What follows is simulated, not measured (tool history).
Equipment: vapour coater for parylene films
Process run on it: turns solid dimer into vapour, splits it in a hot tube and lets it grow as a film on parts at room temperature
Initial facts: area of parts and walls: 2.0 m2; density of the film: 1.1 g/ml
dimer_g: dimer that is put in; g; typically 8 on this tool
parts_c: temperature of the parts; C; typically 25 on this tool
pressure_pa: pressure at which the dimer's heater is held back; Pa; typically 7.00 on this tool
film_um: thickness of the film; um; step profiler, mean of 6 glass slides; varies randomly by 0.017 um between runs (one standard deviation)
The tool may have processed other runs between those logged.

Run 1, day 0.000: usual settings. Result: film_um 2.09 um.
Run 2, day 3.229: usual settings. Result: film_um 2.06 um.
Run 3, day 5.275: usual settings. Result: film_um 2.07 um.
At day 6.717: trap's valve overhauled.
Run 4, day 7.354: usual settings. Result: film_um 2.23 um.
Run 5, day 8.854: usual settings. Result: film_um 2.22 um.
Run 6, day 12.238: usual settings. Result: film_um 2.20 um.
Run 7, day 14.446: usual settings. Result: film_um 2.17 um.
Run 8, day 16.996: usual settings but pressure_pa 3.57 Pa. Result: film_um 2.31 um.
Run 9, day 19.079: usual settings but pressure_pa 3.57 Pa. Result: film_um 2.25 um.
Run 10, day 20.933: usual settings. Result: film_um 2.09 um.
Run 11, day 22.454: usual settings. Result: film_um 2.10 um.
Run 12, day 24.562: usual settings. Result: film_um 2.06 um.
Run 13, day 26.779: usual settings but dimer_g 9 g, parts_c 18 C. Result: film_um 2.61 um.
At day 27.700: trap's valve overhauled.
Run 14, day 28.667: usual settings but dimer_g 9 g, parts_c 22 C, pressure_pa 3.02 Pa. Result: film_um 2.86 um.
Run 15, day 31.188: usual settings but dimer_g 4 g, parts_c 33 C, pressure_pa 2.33 Pa. Result: film_um 1.05 um.
Run 16, day 33.900: usual settings but dimer_g 4 g, parts_c 33 C, pressure_pa 2.33 Pa. Result: film_um 1.03 um.
At day 34.525: table's thermometer calibrated.
Run 17, day 36.579: usual settings but dimer_g 9 g, parts_c 33 C, pressure_pa 11.40 Pa. Result: film_um 2.05 um.
Run 18, day 38.358: usual settings but dimer_g 9 g, parts_c 37 C, pressure_pa 8.34 Pa. Result: film_um 1.97 um.
Run 19, day 39.825: usual settings but dimer_g 3 g, parts_c 19 C, pressure_pa 4.44 Pa. Result: film_um 0.95 um.
Run 20, day 42.346: usual settings but dimer_g 7 g, parts_c 23 C, pressure_pa 4.95 Pa. Result: film_um 1.99 um.
Run 21, day 44.792: usual settings but dimer_g 6 g, parts_c 17 C, pressure_pa 6.72 Pa. Result: film_um 1.81 um.
Run 22, day 47.771: usual settings but dimer_g 6 g, parts_c 17 C, pressure_pa 6.72 Pa. Result: film_um 1.77 um.
At day 48.504: trap's valve overhauled.
Run 23, day 51.275: usual settings but dimer_g 7 g, parts_c 34 C, pressure_pa 11.88 Pa. Result: film_um 1.59 um.
Run 24, day 52.783: usual settings but dimer_g 7 g, parts_c 24 C, pressure_pa 5.95 Pa. Result: film_um 2.02 um.

Consider 4 possible next runs. They are alternatives, not a sequence: every one starts from the tool as it was left by run 24. What does each give?
Run A, day 54.596: usual settings but parts_c 35 C. Result: film_um ?.
Run B, day 54.596: usual settings but dimer_g 7 g, parts_c 27 C, pressure_pa 2.93 Pa. Result: film_um ?.
Run C, day 54.596: usual settings but dimer_g 3 g, parts_c 20 C, pressure_pa 5.68 Pa. Result: film_um ?.
Run D, day 54.596: usual settings but dimer_g 7 g, parts_c 31 C, pressure_pa 5.95 Pa. Result: film_um ?.

run  film_um
  A     1.86
  B     2.01
  C     0.93
  D     1.78
Take away the tool's hidden state, keep each run's random variation, and the runs would have read:
run  film_um
  A     1.93
  B     2.07
  C     0.96
  D     1.84
